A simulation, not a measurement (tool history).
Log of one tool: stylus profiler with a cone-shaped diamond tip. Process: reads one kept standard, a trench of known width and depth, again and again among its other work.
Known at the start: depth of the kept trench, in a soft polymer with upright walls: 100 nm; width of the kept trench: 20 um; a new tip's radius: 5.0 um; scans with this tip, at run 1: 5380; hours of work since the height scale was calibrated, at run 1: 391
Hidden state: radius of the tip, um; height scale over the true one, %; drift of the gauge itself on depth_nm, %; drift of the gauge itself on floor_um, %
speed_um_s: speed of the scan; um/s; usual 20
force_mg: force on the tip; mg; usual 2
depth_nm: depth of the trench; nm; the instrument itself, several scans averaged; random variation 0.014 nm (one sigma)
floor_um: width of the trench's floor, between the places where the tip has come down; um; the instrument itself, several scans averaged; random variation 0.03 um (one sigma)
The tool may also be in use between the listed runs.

| run | hour | speed_um_s | force_mg | scans with this tip | hours of work since the height scale was calibrated | depth_nm | floor_um |
|---|---|---|---|---|---|---|---|
| 1 | 0 | 20 | 2 | 5380 | 391 | 101.48 | 17.31 |
| 2 | 108.3 | 20 | 1.21 | 5987 | 435 | 101.09 | 17.29 |
| 3 | 172.5 | 20 | 1.21 | 6346 | 461 | 101.1 | 17.25 |
| 4 | 258.7 | 20 | 1.21 | 6828 | 496 | 101.11 | 17.15 |
| 5 | 366.8 | 20 | 2 | 7433 | 540 | 101.51 | 17.13 |
| 6 | 432.9 | 8 | 2 | 7803 | 567 | 101.52 | 17.17 |
| 7 | 526.5 | 20 | 0.97 | 8327 | 605 | 101.02 | 17 |
| 8 | 620 | 10 | 2 | 8850 | 643 | 101.53 | 17.06 |
|  | 646.3 | new tip fitted, height scale calibrated |
| 9 | 708.1 | 20 | 2 | 346 | 25 | 101.27 | 17.85 |
| 10 | 755.3 | 20 | 1.74 | 610 | 44 | 101.17 | 17.73 |
| 11 | 842.1 | 20 | 1.74 | 1096 | 80 | 101.18 | 17.76 |
| 12 | 902.5 | 20 | 1.74 | 1434 | 104 | 101.21 | 17.69 |
| 13 | 960.2 | 20 | 1.74 | 1757 | 128 | 101.21 | 17.6 |
| 14 | 1047.3 | 20 | 1.74 | 2244 | 163 | 101.22 | 17.62 |
| 15 | 1143.3 | 20 | 1.74 | 2781 | 202 | 101.23 | 17.54 |
| 16 | 1192.7 | 20 | 2 | 3058 | 222 | 101.33 | 17.48 |
| 17 | 1264 | 20 | 2 | 3457 | 251 | 101.37 | 17.44 |
| 18 | 1325 | 20 | 2 | 3799 | 276 | 101.33 | 17.41 |
| 19 | 1420.7 | 20 | 2 | 4334 | 315 | 101.36 | 17.32 |
| 20 | 1514.9 | 8 | 1.9 | 4861 | 353 | 101.34 | 17.36 |
| 21 | 1591.3 | 8 | 1.9 | 5289 | 384 | 101.35 | 17.35 |
| 22 | 1638.1 | 8 | 1.9 | 5551 | 403 | 101.33 | 17.31 |
|  | 1645 | height scale calibrated on a step standard |
| 23 | 1684 | 58 | 3.36 | 5805 | 16 | 101.99 | 17.05 |
| 24 | 1744.5 | 58 | 3.36 | 6143 | 40 | 101.97 | 17.04 |
| 25 | 1802.1 | 48 | 0.74 | 6466 | 64 | 100.82 | 16.78 |
| 26 | 1882.1 | 73 | 1.45 | 6913 | 96 | 101.22 | 16.73 |
| 27 | 1968.8 | 73 | 1.45 | 7399 | 132 | 101.23 | 16.67 |
| 28 | 2064.8 | 12 | 0.8 | 7936 | 171 | 100.87 | 17.02 |
|  | 2095.5 | height scale calibrated on a step standard, once more |
| 29 | 2146.8 | 12 | 0.8 | 8392 | 21 | 100.74 | 16.95 |
| 30 | 2238.7 | 12 | 0.8 | 8907 | 58 | 100.76 | 16.93 |
|  | 2252.5 | new tip fitted, height scale calibrated |
| 31 | 2303.8 | 12 | 0.8 | 286 | 21 | 100.67 | 17.84 |
| 32 | 2358.7 | 21 | 1.56 | 594 | 43 | 101.13 | 17.77 |
| 33 | 2414.3 | 21 | 1.56 | 905 | 66 | 101.1 | 17.74 |
| 34 | 2502.6 | 21 | 1.56 | 1399 | 102 | 101.12 | 17.67 |
| 35 | 2611.5 | 9 | 1.62 | 2009 | 146 | 101.16 | 17.66 |
| 36 | 2676 | 20 | 2.72 | 2369 | 172 | 101.63 | 17.59 |

Hidden state or all else? Some run-to-run changes of depth_nm, split into what the settings, what came in and random variation would give without the hidden state, and what is left for the hidden state (with any gauge scatter that isn't in both results):
Run 7 -> 8: speed_um_s 20 -> 10, force_mg 0.97 -> 2. depth_nm +0.51 nm: hidden state +0.01, all else +0.5.
Run 8 -> 9: speed_um_s 10 -> 20, new tip fitted, height scale calibrated. depth_nm -0.26 nm: hidden state -0.26, all else +0.
Run 22 -> 23: speed_um_s 8 -> 58, force_mg 1.9 -> 3.36, height scale calibrated on a step standard. depth_nm +0.66 nm: hidden state +0.05, all else +0.61.
Run 24 -> 25: speed_um_s 58 -> 48, force_mg 3.36 -> 0.74. depth_nm -1.15 nm: hidden state +0.01, all else -1.16.
Run 28 -> 29: height scale calibrated on a step standard, once more. depth_nm -0.13 nm: hidden state -0.14, all else +0.01.
Run 30 -> 31: new tip fitted, height scale calibrated. depth_nm -0.09 nm: hidden state -0.07, all else -0.02.

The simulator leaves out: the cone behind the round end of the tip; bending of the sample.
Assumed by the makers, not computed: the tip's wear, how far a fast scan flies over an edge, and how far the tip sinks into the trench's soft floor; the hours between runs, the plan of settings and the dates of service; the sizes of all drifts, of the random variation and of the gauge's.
